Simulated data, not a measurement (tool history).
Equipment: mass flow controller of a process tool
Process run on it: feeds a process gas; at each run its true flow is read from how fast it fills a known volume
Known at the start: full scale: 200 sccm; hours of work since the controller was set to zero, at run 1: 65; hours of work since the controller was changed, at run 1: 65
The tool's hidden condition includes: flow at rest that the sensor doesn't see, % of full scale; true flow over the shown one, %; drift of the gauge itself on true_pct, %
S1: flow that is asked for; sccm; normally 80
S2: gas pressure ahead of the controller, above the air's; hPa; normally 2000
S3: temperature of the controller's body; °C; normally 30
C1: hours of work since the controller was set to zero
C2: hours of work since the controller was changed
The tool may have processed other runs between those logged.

Run 1, day 0: usual settings; C1 65; C2 65. Result: true flow (%) 99.18.
Run 2, day 2.146: usual settings; C1 89; C2 89. Result: true flow (%) 99.1.
Run 3, day 3.983: usual settings; C1 109; C2 109. Result: true flow (%) 99.14.
Run 4, day 6.229: usual settings; C1 135; C2 135. Result: true flow (%) 99.13.
Run 5, day 10.196: usual settings; C1 179; C2 179. Result: true flow (%) 98.93.
Run 6, day 13.338: usual settings; C1 214; C2 214. Result: true flow (%) 98.9.
Run 7, day 15.462: usual settings; C1 238; C2 238. Result: true flow (%) 98.83.
Run 8, day 19.575: usual settings but S3 39 °C; C1 284; C2 284. Result: true flow (%) 98.54.
Run 9, day 22.292: usual settings but S1 31 sccm; C1 315; C2 315. Result: true flow (%) 98.41.
Run 10, day 25.725: usual settings but S1 31 sccm; C1 353; C2 353. Result: true flow (%) 98.42.
Run 11, day 29.592: usual settings; C1 396; C2 396. Result: true flow (%) 98.81.
Run 12, day 31.817: usual settings; C1 421; C2 421. Result: true flow (%) 98.71.
Run 13, day 33.971: usual settings; C1 445; C2 445. Result: true flow (%) 98.65.
Run 14, day 37.246: usual settings; C1 482; C2 482. Result: true flow (%) 98.61.
Run 15, day 40.129: usual settings; C1 514; C2 514. Result: true flow (%) 98.61.
Run 16, day 43.629: usual settings but S1 23 sccm, S2 1910 hPa, S3 21 °C; C1 554; C2 554. Result: true flow (%) 98.55.
Run 17, day 46.183: usual settings but S1 23 sccm, S2 1910 hPa, S3 21 °C; C1 582; C2 582. Result: true flow (%) 98.39.
Run 18, day 49.362: usual settings but S1 92 sccm; C1 618; C2 618. Result: true flow (%) 98.6.
Run 19, day 53.35: usual settings but S1 157 sccm, S2 1650 hPa, S3 32 °C; C1 663; C2 663. Result: true flow (%) 99.1.
Run 20, day 55.204: usual settings but S1 97 sccm, S2 2620 hPa, S3 23 °C; C1 683; C2 683. Result: true flow (%) 98.43.
Run 21, day 58.35: usual settings but S1 97 sccm, S2 2620 hPa, S3 23 °C; C1 719; C2 719. Result: true flow (%) 98.58.
Run 22, day 62.238: usual settings but S1 22 sccm, S2 2620 hPa, S3 24 °C; C1 762; C2 762. Result: true flow (%) 97.55.
Run 23, day 65.583: usual settings but S1 20 sccm, S2 1700 hPa, S3 21 °C; C1 800; C2 800. Result: true flow (%) 97.91.
Run 24, day 68.838: usual settings but S1 20 sccm, S2 1700 hPa, S3 21 °C; C1 836; C2 836. Result: true flow (%) 97.79.
Run 25, day 71.767: usual settings but S1 20 sccm, S2 1700 hPa, S3 21 °C; C1 869; C2 869. Result: true flow (%) 97.73.
Run 26, day 74.121: usual settings but S1 156 sccm, S2 2620 hPa, S3 21 °C; C1 895; C2 895. Result: true flow (%) 98.73.
Run 27, day 76.679: usual settings but S1 50 sccm, S2 2180 hPa, S3 26 °C; C1 924; C2 924. Result: true flow (%) 98.12.
Run 28, day 80.342: usual settings but S1 50 sccm, S2 2180 hPa, S3 26 °C; C1 965; C2 965. Result: true flow (%) 98.05.
Run 29, day 83.483: usual settings but S1 22 sccm, S2 1660 hPa, S3 26 °C; C1 1000; C2 1000. Result: true flow (%) 97.56.

Alternative continuations, all from the tool just after run 29; predict every row:
Run A, day 87.129: usual settings but S1 119 sccm, S2 2490 hPa, S3 22 °C; C1 1041; C2 1041. Result: true flow (%) ?.
Run B, day 87.129: usual settings but S1 63 sccm, S2 2670 hPa, S3 32 °C; C1 1041; C2 1041. Result: true flow (%) ?.
Run C, day 87.129: usual settings but S1 200 sccm, S2 1660 hPa, S3 23 °C; C1 1041; C2 1041. Result: true flow (%) ?.

run  true flow (%)
  A          98.43
  B          97.61
  C          99.23
Had the tool no hidden state, the same runs would have come out as:
run  true flow (%)
  A          99.55
  B          98.92
  C         100.26
